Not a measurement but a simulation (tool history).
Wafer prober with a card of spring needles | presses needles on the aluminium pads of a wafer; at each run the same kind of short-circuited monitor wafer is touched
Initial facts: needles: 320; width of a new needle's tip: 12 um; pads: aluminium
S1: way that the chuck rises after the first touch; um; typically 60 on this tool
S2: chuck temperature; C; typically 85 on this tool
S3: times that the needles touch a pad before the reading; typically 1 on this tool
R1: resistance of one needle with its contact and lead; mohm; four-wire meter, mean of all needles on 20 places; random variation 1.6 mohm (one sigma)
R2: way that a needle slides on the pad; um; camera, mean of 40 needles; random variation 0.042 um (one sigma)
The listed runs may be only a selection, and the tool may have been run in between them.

run   hour  S1   S2  S3   R1     R2
  1      0  60   85   1  154  15.57
        16  -- tips cleaned on abrasive film
  2   21.2  49   85   1  242  12.59
      30.4  -- tips cleaned on abrasive film
      45.8  -- tips cleaned on abrasive film
  3   55.4  67   85   1  177  17.31
      60.8  -- tips cleaned on abrasive film
      76.5  -- tips cleaned on abrasive film
      91.1  -- tips cleaned on abrasive film
  4     96  60   85   1  173  15.32
     104.7  -- tips cleaned on abrasive film
       120  -- tips cleaned on abrasive film
  5  122.1  60   85   3  158  15.28
     133.9  -- tips cleaned on abrasive film
     142.1  -- tips cleaned on abrasive film, once more
  6  142.1  60   85   1  152  15.14
     156.3  -- tips cleaned on abrasive film
     169.8  -- tips cleaned on abrasive film
  7  172.2  60   85   1  165  15.19
     184.5  -- tips cleaned on abrasive film
     198.7  -- tips cleaned on abrasive film
  8  198.7  60   85   1  156  15.09
     213.7  -- tips cleaned on abrasive film
     227.6  -- tips cleaned on abrasive film
  9  227.6  60   85   1  155  15.12
     241.6  -- tips cleaned on abrasive film
     255.3  -- tips cleaned on abrasive film
 10  262.4  60   85   1  186     15
     271.1  -- tips cleaned on abrasive film
     271.4  -- height of the first contact set anew
     285.5  -- tips cleaned on abrasive film
 11  289.6  60   85   1  168  15.72
     302.1  -- tips cleaned on abrasive film
     316.4  -- tips cleaned on abrasive film
     332.6  -- tips cleaned on abrasive film
 12  333.4  60   85   1  158  15.56
     346.3  -- tips cleaned on abrasive film
 13    355  60   85   1  181  15.53
     361.4  -- tips cleaned on abrasive film
     375.8  -- tips cleaned on abrasive film
     389.4  -- tips cleaned on abrasive film
 14  391.7  60   82   1  163  15.48
     405.2  -- tips cleaned on abrasive film
 15  414.3  60   85   2  172  15.55
       421  -- tips cleaned on abrasive film
     434.8  -- tips cleaned on abrasive film
     448.7  -- tips cleaned on abrasive film
 16  461.4  60   85   2  174  15.33
     464.9  -- tips cleaned on abrasive film
     479.3  -- tips cleaned on abrasive film
 17  486.3  60   85   2  171  15.36
     494.6  -- tips cleaned on abrasive film
     510.5  -- tips cleaned on abrasive film
 18  517.9  60   85   2  172  15.28
     524.2  -- tips cleaned on abrasive film
     538.5  -- tips cleaned on abrasive film
     552.6  -- tips cleaned on abrasive film
 19  561.9  59   29   1  183  14.93
     567.5  -- tips cleaned on abrasive film
     582.3  -- tips cleaned on abrasive film
     597.1  -- tips cleaned on abrasive film
 20    604  60  100   2  177  15.07
     610.8  -- tips cleaned on abrasive film
     624.3  -- height of the first contact set anew
     626.4  -- tips cleaned on abrasive film
     641.2  -- tips cleaned on abrasive film
 21  641.2  60   35   1  144  15.75
     657.3  -- tips cleaned on abrasive film
 22  662.7  76   35   1  160  19.85
     672.8  -- tips cleaned on abrasive film
 23  684.3  42   47   2  196  10.93
     687.8  -- tips cleaned on abrasive film
     702.1  -- tips cleaned on abrasive film
 24  704.7  42   47   2  168  10.81
     715.7  -- tips cleaned on abrasive film
     730.9  -- tips cleaned on abrasive film
 25  743.8  73   84   1  183  18.84
     747.2  -- tips cleaned on abrasive film
     763.8  -- tips cleaned on abrasive film
     779.4  -- tips cleaned on abrasive film
 26  789.7  73   84   1  181  18.83
     795.4  -- tips cleaned on abrasive film
     809.7  -- tips cleaned on abrasive film
     824.7  -- tips cleaned on abrasive film
 27  827.1  47   79   1  180  11.96
     839.5  -- tips cleaned on abrasive film
       853  -- tips cleaned on abrasive film
 28  861.6  60   57   1  186  15.28
     868.4  -- tips cleaned on abrasive film
     883.2  -- tips cleaned on abrasive film
 29  883.2  60   26   2  143  15.19

Consider 4 possible next runs. They are alternatives, not a sequence: every one starts from the tool as it was left by run 29. What does each give?
     898.9  -- tips cleaned on abrasive film
  A  910.7  60  26   2   ?   ?
     898.9  -- tips cleaned on abrasive film
  B  910.7  60  31   3   ?   ?
     898.9  -- tips cleaned on abrasive film
  C  910.7  60  85   1   ?   ?
     898.9  -- tips cleaned on abrasive film
  D  910.7  77  85   2   ?   ?

run   R1     R2
  A  173  15.18
  B  159  15.22
  C  196  15.15
  D  163  19.75
With no hidden state in the tool, these same runs would have given:
run   R1     R2
  A  139  15.73
  B  138  15.77
  C  145   15.7
  D  143   20.3

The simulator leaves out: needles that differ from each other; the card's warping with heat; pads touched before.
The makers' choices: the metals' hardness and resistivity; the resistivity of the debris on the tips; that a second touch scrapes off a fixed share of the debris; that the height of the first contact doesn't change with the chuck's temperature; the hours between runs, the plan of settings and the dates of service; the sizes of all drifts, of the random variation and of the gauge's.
